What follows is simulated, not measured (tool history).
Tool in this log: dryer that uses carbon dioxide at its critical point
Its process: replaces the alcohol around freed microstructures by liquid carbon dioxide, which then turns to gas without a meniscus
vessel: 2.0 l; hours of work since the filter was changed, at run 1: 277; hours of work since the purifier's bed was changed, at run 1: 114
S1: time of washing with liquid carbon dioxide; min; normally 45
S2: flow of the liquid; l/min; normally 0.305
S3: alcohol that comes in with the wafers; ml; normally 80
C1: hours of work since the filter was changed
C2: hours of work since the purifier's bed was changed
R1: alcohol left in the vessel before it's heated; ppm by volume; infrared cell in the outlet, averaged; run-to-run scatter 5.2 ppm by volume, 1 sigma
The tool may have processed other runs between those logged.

| run | hour | S1 | S2 | S3 | C1 | C2 | R1 |
|---|---|---|---|---|---|---|---|
| 1 | 0 | 45 | 0.305 | 80 | 277 | 114 | 154 |
| 2 | 24.4 | 45 | 0.248 | 80 | 286 | 122 | 415 |
| 3 | 38.1 | 45 | 0.305 | 23 | 291 | 127 | 59 |
| 4 | 59.2 | 45 | 0.305 | 80 | 298 | 134 | 158 |
| 5 | 75.4 | 45 | 0.305 | 80 | 304 | 140 | 169 |
| 6 | 99 | 45 | 0.305 | 39 | 312 | 149 | 101 |
| 7 | 124.5 | 45 | 0.305 | 39 | 321 | 158 | 106 |
| 8 | 147.1 | 45 | 0.305 | 39 | 329 | 166 | 112 |
| 9 | 163.2 | 45 | 0.305 | 39 | 335 | 171 | 100 |
| 10 | 188.3 | 45 | 0.305 | 39 | 344 | 180 | 121 |
| 11 | 212.4 | 45 | 0.305 | 39 | 352 | 189 | 117 |
| 12 | 231 | 45 | 0.305 | 41 | 359 | 195 | 117 |
| 13 | 243 | 45 | 0.305 | 87 | 363 | 200 | 191 |
| 14 | 255.5 | 45 | 0.305 | 87 | 368 | 204 | 193 |
| 15 | 267.3 | 31 | 0.305 | 80 | 372 | 208 | 826 |
| 16 | 288 | 31 | 0.305 | 80 | 379 | 215 | 853 |
| 17 | 315.4 | 31 | 0.305 | 80 | 389 | 225 | 857 |
| 18 | 332.6 | 45 | 0.305 | 80 | 395 | 231 | 194 |
| 19 | 351.7 | 45 | 0.288 | 80 | 402 | 238 | 253 |
| 20 | 375.7 | 71 | 0.376 | 26 | 410 | 246 | 63 |
| 21 | 400.6 | 71 | 0.376 | 26 | 419 | 255 | 59 |
| 22 | 422.2 | 71 | 0.305 | 22 | 427 | 263 | 66 |
| 23 | 449.4 | 71 | 0.305 | 22 | 436 | 272 | 73 |
| 24 | 468.3 | 71 | 0.305 | 22 | 443 | 279 | 74 |
| 25 | 479.9 | 28 | 0.307 | 80 | 447 | 283 | 1254 |
| 26 | 505.1 | 46 | 0.329 | 48 | 456 | 292 | 123 |
| 27 | 525.3 | 41 | 0.239 | 49 | 463 | 299 | 560 |
| 28 | 540.3 | 55 | 0.217 | 80 | 468 | 305 | 430 |
| 29 | 560.8 | 55 | 0.212 | 119 | 476 | 312 | 637 |
| 30 | 572.7 | 40 | 0.225 | 21 | 480 | 316 | 362 |
| 31 | 587.7 | 40 | 0.225 | 21 | 485 | 321 | 367 |
| 32 | 600.2 | 29 | 0.226 | 76 | 490 | 326 | 2827 |
| 33 | 611.8 | 56 | 0.226 | 23 | 494 | 330 | 155 |
| 34 | 639.3 | 45 | 0.431 | 21 | 503 | 340 | 76 |
| 35 | 659.8 | 45 | 0.431 | 21 | 511 | 347 | 83 |
| 36 | 677.1 | 42 | 0.305 | 80 | 517 | 353 | 317 |
| 37 | 691.9 | 45 | 0.258 | 80 | 522 | 358 | 469 |

Same runs, no hidden state in the tool, same run-to-run variation:
Hidden state at play: flow that reaches the vessel past the clogged filter, %; alcohol in the recycled carbon dioxide, ppm; drift of the gauge itself on alcohol_ppm, %.
| run | R1 |
|---|---|
| 1 | 97 |
| 2 | 306 |
| 3 | 20 |
| 4 | 94 |
| 5 | 103 |
| 6 | 50 |
| 7 | 51 |
| 8 | 55 |
| 9 | 43 |
| 10 | 59 |
| 11 | 54 |
| 12 | 53 |
| 13 | 101 |
| 14 | 103 |
| 15 | 600 |
| 16 | 619 |
| 17 | 614 |
| 18 | 98 |
| 19 | 137 |
| 20 | 8 |
| 21 | 2 |
| 22 | 6 |
| 23 | 12 |
| 24 | 12 |
| 25 | 900 |
| 26 | 39 |
| 27 | 356 |
| 28 | 243 |
| 29 | 386 |
| 30 | 216 |
| 31 | 214 |
| 32 | 2185 |
| 33 | 56 |
| 34 | 1 |
| 35 | 5 |
| 36 | 152 |
| 37 | 250 |
